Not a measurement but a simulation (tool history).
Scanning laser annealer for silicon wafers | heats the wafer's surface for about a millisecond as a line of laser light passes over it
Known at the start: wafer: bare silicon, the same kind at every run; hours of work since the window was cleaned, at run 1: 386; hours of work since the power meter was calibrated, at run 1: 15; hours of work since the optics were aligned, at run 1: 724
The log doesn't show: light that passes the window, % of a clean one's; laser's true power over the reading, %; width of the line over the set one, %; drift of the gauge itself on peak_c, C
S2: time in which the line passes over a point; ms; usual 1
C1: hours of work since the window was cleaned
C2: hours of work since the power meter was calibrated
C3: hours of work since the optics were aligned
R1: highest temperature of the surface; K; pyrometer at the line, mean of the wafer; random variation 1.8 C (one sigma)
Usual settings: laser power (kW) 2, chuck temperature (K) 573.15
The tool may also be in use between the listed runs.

{"run": 1, "day": 0.0, "laser power (kW)": 2, "S2": 1, "chuck temperature (K)": 573.15, "C1": 386, "C2": 15, "C3": 724, "R1": 1339.15}
{"run": 2, "day": 0.283, "laser power (kW)": 2, "S2": 1, "chuck temperature (K)": 573.15, "C1": 392, "C2": 20, "C3": 729, "R1": 1338.15}
{"run": 3, "day": 0.483, "laser power (kW)": 2, "S2": 1, "chuck temperature (K)": 573.15, "C1": 395, "C2": 24, "C3": 733, "R1": 1339.15}
{"run": 4, "day": 0.775, "laser power (kW)": 2, "S2": 0.81, "chuck temperature (K)": 573.15, "C1": 401, "C2": 29, "C3": 739, "R1": 1252.15}
{"run": 5, "day": 1.117, "laser power (kW)": 2, "S2": 1, "chuck temperature (K)": 573.15, "C1": 407, "C2": 36, "C3": 745, "R1": 1337.15}
{"run": 6, "day": 1.438, "laser power (kW)": 2, "S2": 1, "chuck temperature (K)": 573.15, "C1": 413, "C2": 42, "C3": 751, "R1": 1335.15}
{"run": 7, "day": 1.646, "laser power (kW)": 2, "S2": 1, "chuck temperature (K)": 549.15, "C1": 417, "C2": 46, "C3": 755, "R1": 1311.15}
{"run": 8, "day": 2.004, "laser power (kW)": 2, "S2": 1, "chuck temperature (K)": 549.15, "C1": 424, "C2": 52, "C3": 761, "R1": 1314.15}
{"run": 9, "day": 2.25, "laser power (kW)": 2, "S2": 1, "chuck temperature (K)": 578.15, "C1": 428, "C2": 57, "C3": 766, "R1": 1340.15}
{"run": 10, "day": 2.446, "laser power (kW)": 2, "S2": 1, "chuck temperature (K)": 573.15, "C1": 432, "C2": 60, "C3": 770, "R1": 1335.15}
{"run": 11, "day": 2.65, "laser power (kW)": 2, "S2": 1, "chuck temperature (K)": 573.15, "C1": 436, "C2": 64, "C3": 773, "R1": 1332.15}
{"run": 12, "day": 2.921, "laser power (kW)": 2, "S2": 1, "chuck temperature (K)": 573.15, "C1": 441, "C2": 69, "C3": 778, "R1": 1337.15}
{"run": 13, "day": 3.129, "laser power (kW)": 2, "S2": 1, "chuck temperature (K)": 573.15, "C1": 445, "C2": 73, "C3": 782, "R1": 1333.15}
{"run": 14, "day": 3.404, "laser power (kW)": 1.888, "S2": 1, "chuck temperature (K)": 573.15, "C1": 450, "C2": 78, "C3": 788, "R1": 1293.15}
{"run": 15, "day": 3.646, "laser power (kW)": 1.888, "S2": 1, "chuck temperature (K)": 573.15, "C1": 454, "C2": 83, "C3": 792, "R1": 1296.15}
{"run": 16, "day": 3.933, "laser power (kW)": 2.039, "S2": 1, "chuck temperature (K)": 541.15, "C1": 460, "C2": 88, "C3": 797, "R1": 1316.15}
{"run": 17, "day": 4.321, "laser power (kW)": 1.906, "S2": 1, "chuck temperature (K)": 608.15, "C1": 467, "C2": 95, "C3": 805, "R1": 1338.15}
{"run": 18, "day": 4.492, "laser power (kW)": 2.184, "S2": 1.23, "chuck temperature (K)": 608.15, "C1": 470, "C2": 98, "C3": 808, "R1": 1533.15}
{"run": 19, "day": 4.712, "laser power (kW)": 2.184, "S2": 1.23, "chuck temperature (K)": 608.15, "C1": 474, "C2": 103, "C3": 812, "R1": 1533.15}
{"run": 20, "day": 4.942, "laser power (kW)": 2.184, "S2": 1.23, "chuck temperature (K)": 608.15, "C1": 478, "C2": 107, "C3": 816, "R1": 1530.15}
{"run": 21, "day": 5.267, "laser power (kW)": 2.184, "S2": 1.23, "chuck temperature (K)": 545.15, "C1": 484, "C2": 113, "C3": 822, "R1": 1469.15}

The next listed run, before its measurement:
{"run": 22, "day": 5.529, "laser power (kW)": 2, "S2": 1, "chuck temperature (K)": 583.15, "C1": 489, "C2": 118, "C3": 827, "R1": "?"}

Run 22 gave R1 1345.15 K.
Without the tool's hidden state the same run would have given R1 1365.15 K.

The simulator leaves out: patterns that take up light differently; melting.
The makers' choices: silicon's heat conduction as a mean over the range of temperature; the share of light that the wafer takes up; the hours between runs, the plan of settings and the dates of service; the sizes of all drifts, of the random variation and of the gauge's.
